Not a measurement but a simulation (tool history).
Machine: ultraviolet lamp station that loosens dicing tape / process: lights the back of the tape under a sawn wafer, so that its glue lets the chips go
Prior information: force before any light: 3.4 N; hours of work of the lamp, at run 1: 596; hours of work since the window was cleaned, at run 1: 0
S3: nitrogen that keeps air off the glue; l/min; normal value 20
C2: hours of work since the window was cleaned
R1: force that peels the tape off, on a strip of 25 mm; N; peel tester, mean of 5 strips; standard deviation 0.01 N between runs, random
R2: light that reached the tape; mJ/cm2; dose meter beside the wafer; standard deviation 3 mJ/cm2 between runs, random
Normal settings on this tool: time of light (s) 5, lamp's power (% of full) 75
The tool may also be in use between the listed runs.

run 1 hour=0.0 | time_of_light_(s)=5 lamp's_power_(%_of_full)=75 S3=20 | hours_of_work_of_the_lamp=596 C2=0 | R1=0.454 R2=451
run 2 hour=40.0 | time_of_light_(s)=5 lamp's_power_(%_of_full)=75 S3=20 | hours_of_work_of_the_lamp=619 C2=23 | R1=0.418 R2=444
run 3 hour=65.1 | time_of_light_(s)=5 lamp's_power_(%_of_full)=75 S3=20 | hours_of_work_of_the_lamp=634 C2=38 | R1=0.433 R2=440
run 4 hour=104.3 | time_of_light_(s)=5 lamp's_power_(%_of_full)=75 S3=20 | hours_of_work_of_the_lamp=656 C2=60 | R1=0.450 R2=446
run 5 hour=155.6 | time_of_light_(s)=5 lamp's_power_(%_of_full)=75 S3=20 | hours_of_work_of_the_lamp=686 C2=90 | R1=0.424 R2=448
run 6 hour=207.2 | time_of_light_(s)=10 lamp's_power_(%_of_full)=75 S3=20 | hours_of_work_of_the_lamp=716 C2=120 | R1=0.206 R2=893
run 7 hour=239.1 | time_of_light_(s)=5 lamp's_power_(%_of_full)=70 S3=20 | hours_of_work_of_the_lamp=734 C2=138 | R1=0.476 R2=418
run 8 hour=285.2 | time_of_light_(s)=5 lamp's_power_(%_of_full)=70 S3=20 | hours_of_work_of_the_lamp=761 C2=165 | R1=0.462 R2=418
run 9 hour=338.2 | time_of_light_(s)=5 lamp's_power_(%_of_full)=75 S3=27 | hours_of_work_of_the_lamp=791 C2=195 | R1=0.400 R2=445
run 10 hour=394.0 | time_of_light_(s)=5 lamp's_power_(%_of_full)=75 S3=27 | hours_of_work_of_the_lamp=824 C2=227 | R1=0.373 R2=442
run 11 hour=419.4 | time_of_light_(s)=5 lamp's_power_(%_of_full)=75 S3=19 | hours_of_work_of_the_lamp=838 C2=242 | R1=0.435 R2=444
-- hour=425.3 window cleaned of glue's vapour
run 12 hour=473.9 | time_of_light_(s)=5 lamp's_power_(%_of_full)=75 S3=19 | hours_of_work_of_the_lamp=869 C2=28 | R1=0.442 R2=447
run 13 hour=532.4 | time_of_light_(s)=5 lamp's_power_(%_of_full)=75 S3=19 | hours_of_work_of_the_lamp=903 C2=62 | R1=0.457 R2=450
run 14 hour=584.5 | time_of_light_(s)=5 lamp's_power_(%_of_full)=75 S3=19 | hours_of_work_of_the_lamp=933 C2=92 | R1=0.442 R2=444
run 15 hour=617.9 | time_of_light_(s)=5 lamp's_power_(%_of_full)=75 S3=19 | hours_of_work_of_the_lamp=953 C2=111 | R1=0.448 R2=445
run 16 hour=666.7 | time_of_light_(s)=3 lamp's_power_(%_of_full)=75 S3=40 | hours_of_work_of_the_lamp=981 C2=139 | R1=0.665 R2=266
run 17 hour=693.2 | time_of_light_(s)=9 lamp's_power_(%_of_full)=75 S3=27 | hours_of_work_of_the_lamp=996 C2=155 | R1=0.197 R2=800
run 18 hour=721.1 | time_of_light_(s)=3 lamp's_power_(%_of_full)=70 S3=8 | hours_of_work_of_the_lamp=1012 C2=171 | R1=1.370 R2=248
run 19 hour=746.0 | time_of_light_(s)=3 lamp's_power_(%_of_full)=70 S3=8 | hours_of_work_of_the_lamp=1027 C2=185 | R1=1.344 R2=251
run 20 hour=799.2 | time_of_light_(s)=7 lamp's_power_(%_of_full)=70 S3=19 | hours_of_work_of_the_lamp=1057 C2=216 | R1=0.304 R2=587
run 21 hour=823.8 | time_of_light_(s)=5 lamp's_power_(%_of_full)=75 S3=20 | hours_of_work_of_the_lamp=1071 C2=230 | R1=0.434 R2=443
-- hour=852.8 window cleaned of glue's vapour
run 22 hour=876.0 | time_of_light_(s)=3 lamp's_power_(%_of_full)=75 S3=6 | hours_of_work_of_the_lamp=1101 C2=13 | R1=1.385 R2=270
run 23 hour=934.1 | time_of_light_(s)=3 lamp's_power_(%_of_full)=75 S3=6 | hours_of_work_of_the_lamp=1135 C2=47 | R1=1.421 R2=270
run 24 hour=980.2 | time_of_light_(s)=3 lamp's_power_(%_of_full)=75 S3=6 | hours_of_work_of_the_lamp=1161 C2=74 | R1=1.431 R2=264
run 25 hour=1038.0 | time_of_light_(s)=3 lamp's_power_(%_of_full)=75 S3=6 | hours_of_work_of_the_lamp=1195 C2=107 | R1=1.448 R2=269
run 26 hour=1090.6 | time_of_light_(s)=3 lamp's_power_(%_of_full)=66 S3=9 | hours_of_work_of_the_lamp=1225 C2=137 | R1=1.347 R2=236
-- hour=1102.7 lamp changed
run 27 hour=1143.6 | time_of_light_(s)=5 lamp's_power_(%_of_full)=75 S3=8 | hours_of_work_of_the_lamp=24 C2=167 | R1=0.732 R2=452
run 28 hour=1168.4 | time_of_light_(s)=8 lamp's_power_(%_of_full)=74 S3=8 | hours_of_work_of_the_lamp=38 C2=182 | R1=0.359 R2=704
run 29 hour=1226.9 | time_of_light_(s)=4 lamp's_power_(%_of_full)=74 S3=8 | hours_of_work_of_the_lamp=72 C2=215 | R1=0.993 R2=353

Predict each of these 4 candidate next runs independently; none follows another, all start after run 29:
run A hour=1267.5 | time_of_light_(s)=4 lamp's_power_(%_of_full)=83 S3=12 | hours_of_work_of_the_lamp=95 C2=239 | R1=? R2=?
run B hour=1267.5 | time_of_light_(s)=9 lamp's_power_(%_of_full)=62 S3=16 | hours_of_work_of_the_lamp=95 C2=239 | R1=? R2=?
run C hour=1267.5 | time_of_light_(s)=2 lamp's_power_(%_of_full)=75 S3=7 | hours_of_work_of_the_lamp=95 C2=239 | R1=? R2=?
run D hour=1267.5 | time_of_light_(s)=7 lamp's_power_(%_of_full)=74 S3=20 | hours_of_work_of_the_lamp=95 C2=239 | R1=? R2=?

run=A R1=0.674 R2=398
run=B R1=0.286 R2=667
run=C R1=1.796 R2=180
run=D R1=0.284 R2=615
Without the tool's hidden state the same runs would have given:
run=A R1=0.673 R2=399
run=B R1=0.286 R2=668
run=C R1=1.795 R2=180
run=D R1=0.283 R2=616
